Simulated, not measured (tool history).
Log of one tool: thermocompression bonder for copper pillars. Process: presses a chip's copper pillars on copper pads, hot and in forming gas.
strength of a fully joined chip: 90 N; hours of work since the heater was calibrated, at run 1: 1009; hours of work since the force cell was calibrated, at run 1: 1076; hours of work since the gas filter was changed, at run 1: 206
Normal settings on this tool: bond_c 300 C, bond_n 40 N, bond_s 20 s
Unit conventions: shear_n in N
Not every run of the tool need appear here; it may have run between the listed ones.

run,hour,bond_c,bond_n,bond_s,hours of work since the heater was calibrated,hours of work since the force cell was calibrated,hours of work since the gas filter was changed,shear_n
1,0.0,300,40,20,1009,1076,206,38.6
2,38.7,300,40,20,1026,1094,224,38.2
3,89.4,300,29,20,1049,1117,247,29.1
4,133.2,300,40,20,1069,1137,267,38.4
5,187.3,300,33,20,1094,1162,291,32.8
# hour 206.2: forming gas filter changed
6,214.1,300,40,20,1106,1174,4,38.5
7,245.3,300,40,20,1120,1188,18,38.3
8,277.9,300,40,20,1135,1203,33,37.9
9,324.9,306,37,34,1157,1224,54,46.7
10,356.8,300,40,34,1171,1239,69,45.8
11,387.5,300,40,34,1185,1253,83,46.4
12,436.2,300,40,28,1207,1275,105,43.5
13,479.7,310,24,20,1227,1295,125,28.2
14,531.1,284,31,22,1250,1318,148,25.5
15,558.7,304,26,20,1263,1331,161,28.0
16,604.1,293,25,15,1284,1351,181,20.6

What differs in the tool's unlogged condition from the final listed run ahead of each entry between runs to the first listed run following it?
From run 5 to run 6: forming gas filter changed (hour 206.2)
  oxide that the forming gas leaves, % of the face: 0.75 -> 0.5
